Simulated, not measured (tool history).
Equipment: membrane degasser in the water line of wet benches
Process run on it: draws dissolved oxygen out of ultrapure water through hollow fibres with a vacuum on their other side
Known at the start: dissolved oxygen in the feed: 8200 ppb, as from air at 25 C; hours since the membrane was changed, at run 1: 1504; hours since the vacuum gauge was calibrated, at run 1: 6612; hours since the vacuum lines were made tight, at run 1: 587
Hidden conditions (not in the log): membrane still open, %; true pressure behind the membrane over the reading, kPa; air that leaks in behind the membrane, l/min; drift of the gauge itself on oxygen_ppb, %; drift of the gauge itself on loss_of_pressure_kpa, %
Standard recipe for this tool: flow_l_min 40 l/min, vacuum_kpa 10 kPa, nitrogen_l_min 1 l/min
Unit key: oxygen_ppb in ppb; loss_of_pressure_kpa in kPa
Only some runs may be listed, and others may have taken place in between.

run	hour	flow_l_min	vacuum_kpa	nitrogen_l_min	hours since the membrane was changed	hours since the vacuum gauge was calibrated	hours since the vacuum lines were made tight	oxygen_ppb	loss_of_pressure_kpa
1	0	40	10	1	1504	6612	587	607.2	50.06
2	41.7	40	21.3	1	1545	6653	628	1359.1	50.16
3	98.9	40	21.3	1	1602	6710	686	1339.9	50.38
4	144.6	40	21.3	1	1648	6756	731	1365.3	50.28
5	221.4	40	21.3	1	1725	6833	808	1346	50.63
6	270.1	64	10	1	1774	6882	857	932.8	80.2
7	337.2	64	10	1	1841	6949	924	934.3	80.37
8	389.2	40	8.9	1	1893	7001	976	533.3	50.3
9	456.5	40	8.9	1	1960	7068	1043	537.7	50.16
10	520.1	40	8.9	1	2024	7132	1107	526.8	50.39
11	556.7	40	8.9	1.27	2060	7168	1143	460.1	50.3
12	603.1	39	7.5	0.87	2107	7215	1190	449	48.74
13	644.7	47	9.2	1.01	2148	7256	1231	651.3	59.4
14	715.1	40	10	1.51	2219	7327	1302	454.6	49.93
15	785	40	10	1.51	2289	7397	1372	470.3	50.17
16	860.7	43	7.8	0.62	2364	7472	1447	640.3	53.74

4 options for the next run, each taken on its own from the tool as it stands now. Forecast them:
A	911.1	60	10	2.44	2415	7523	1498	?	?
B	911.1	34	6.2	2.31	2415	7523	1498	?	?
C	911.1	43	19.2	0.62	2415	7523	1498	?	?
D	911.1	40	24.8	1	2415	7523	1498	?	?

run	oxygen_ppb	loss_of_pressure_kpa
A	562.7	75.73
B	175.8	42.56
C	1714.4	54.27
D	1569.5	50.48
Stripped of hidden state, with their random variation kept, the same runs would have yielded:
run	oxygen_ppb	loss_of_pressure_kpa
A	562.3	75.71
B	175.5	42.55
C	1713.8	54.26
D	1569.1	50.46
